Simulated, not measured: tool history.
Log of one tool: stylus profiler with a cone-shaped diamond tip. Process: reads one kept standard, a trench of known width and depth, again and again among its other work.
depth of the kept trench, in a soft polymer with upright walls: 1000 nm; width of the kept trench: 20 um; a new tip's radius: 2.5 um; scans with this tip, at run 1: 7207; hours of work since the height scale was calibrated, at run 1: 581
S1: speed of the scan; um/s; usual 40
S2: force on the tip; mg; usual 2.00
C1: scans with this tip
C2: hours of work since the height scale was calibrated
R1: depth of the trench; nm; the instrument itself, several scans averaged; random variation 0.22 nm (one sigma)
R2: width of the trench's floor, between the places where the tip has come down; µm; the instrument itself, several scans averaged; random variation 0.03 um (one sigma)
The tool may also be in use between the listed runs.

run	hour	S1	S2	C1	C2	R1	R2
1	0.0	40	2.00	7207	581	1004.52	14.80
2	23.3	21	2.00	7337	592	1004.41	14.78
3	57.0	21	2.00	7524	607	1003.92	14.81
4	73.1	21	2.00	7614	614	1003.82	14.83
5	97.9	40	2.00	7752	625	1004.12	14.66
6	117.5	40	2.00	7861	634	1004.50	14.68
7	134.8	40	4.88	7957	642	1008.44	14.73
8	168.9	40	4.88	8148	657	1008.83	14.71
9	185.1	40	4.88	8238	664	1008.32	14.67
10	218.6	17	4.88	8424	679	1008.25	14.73
11	246.4	40	2.42	8579	692	1004.65	14.64
12	260.6	40	2.00	8659	698	1003.98	14.57
13	287.3	40	2.00	8807	710	1003.58	14.59
14	302.0	40	2.00	8889	717	1003.97	14.55
15	333.4	40	2.00	9064	731	1003.78	14.49
16	353.8	40	2.00	9177	740	1004.35	14.51
17	386.2	40	2.00	9358	755	1003.65	14.45
18	401.4	40	2.00	9442	761	1003.76	14.50
19	434.3	40	0.69	9626	776	1000.69	14.33
20	463.9	40	0.69	9791	789	1000.77	14.37
21	485.6	40	0.69	9912	799	1000.79	14.35
22	512.3	40	0.69	10060	811	1000.47	14.38
23	530.4	40	0.69	10161	819	1000.82	14.30
# hour 539.0: height scale calibrated on a step standard
24	547.8	77	4.50	10255	4	1010.20	14.36
25	566.0	19	0.80	10356	12	1003.21	14.44
26	582.1	23	4.22	10446	19	1009.50	14.50
27	607.9	23	4.22	10590	31	1009.16	14.44
28	623.8	23	4.22	10678	38	1009.35	14.46
29	645.2	23	4.22	10798	48	1009.15	14.41
30	669.0	23	4.22	10930	58	1009.34	14.42
31	699.8	23	4.22	11102	72	1009.12	14.42
32	716.4	94	0.92	11195	80	1003.49	13.85
33	746.0	20	1.80	11360	93	1005.06	14.35
34	778.1	16	2.00	11538	107	1005.25	14.36
35	808.0	146	0.71	11705	121	1002.34	13.42
36	839.3	49	0.93	11879	135	1003.34	14.08
37	873.7	49	0.93	12071	150	1003.24	14.03
38	896.1	60	1.02	12195	160	1003.21	14.02
39	926.4	60	1.02	12364	174	1003.22	13.98
40	949.1	28	0.70	12490	184	1002.41	14.13
41	969.6	28	0.70	12605	193	1002.58	14.13
42	986.3	134	2.55	12698	201	1005.85	13.80
43	1017.7	11	1.93	12872	215	1004.65	14.21
44	1049.5	11	1.93	13050	229	1005.08	14.19
45	1071.3	141	0.67	13171	239	1002.12	13.22
46	1086.2	141	0.67	13254	246	1002.41	13.24

The same runs without the tool's hidden state, with the same run-to-run variation:
The hidden state here: radius of the tip, um; height scale over the true one, %; drift of the gauge itself on depth_nm, %; drift of the gauge itself on floor_um, %.
run	R1	R2
1	1005.94	15.89
2	1005.85	15.89
3	1005.39	15.94
4	1005.31	15.96
5	1005.64	15.82
6	1006.04	15.85
7	1010.00	15.91
8	1010.42	15.91
9	1009.94	15.88
10	1009.89	15.96
11	1006.32	15.89
12	1005.66	15.83
13	1005.29	15.87
14	1005.70	15.84
15	1005.54	15.80
16	1006.13	15.83
17	1005.45	15.79
18	1005.59	15.85
19	1002.54	15.71
20	1002.65	15.76
21	1002.69	15.75
22	1002.39	15.80
23	1002.76	15.73
24	1010.12	15.80
25	1003.16	15.90
26	1009.46	15.97
27	1009.15	15.92
28	1009.35	15.95
29	1009.17	15.91
30	1009.40	15.94
31	1009.20	15.96
32	1003.59	15.40
33	1005.19	15.91
34	1005.41	15.95
35	1002.53	15.03
36	1003.57	15.71
37	1003.51	15.67
38	1003.49	15.68
39	1003.53	15.66
40	1002.74	15.83
41	1002.94	15.83
42	1006.24	15.52
43	1005.06	15.95
44	1005.53	15.95
45	1002.59	14.99
46	1002.89	15.01

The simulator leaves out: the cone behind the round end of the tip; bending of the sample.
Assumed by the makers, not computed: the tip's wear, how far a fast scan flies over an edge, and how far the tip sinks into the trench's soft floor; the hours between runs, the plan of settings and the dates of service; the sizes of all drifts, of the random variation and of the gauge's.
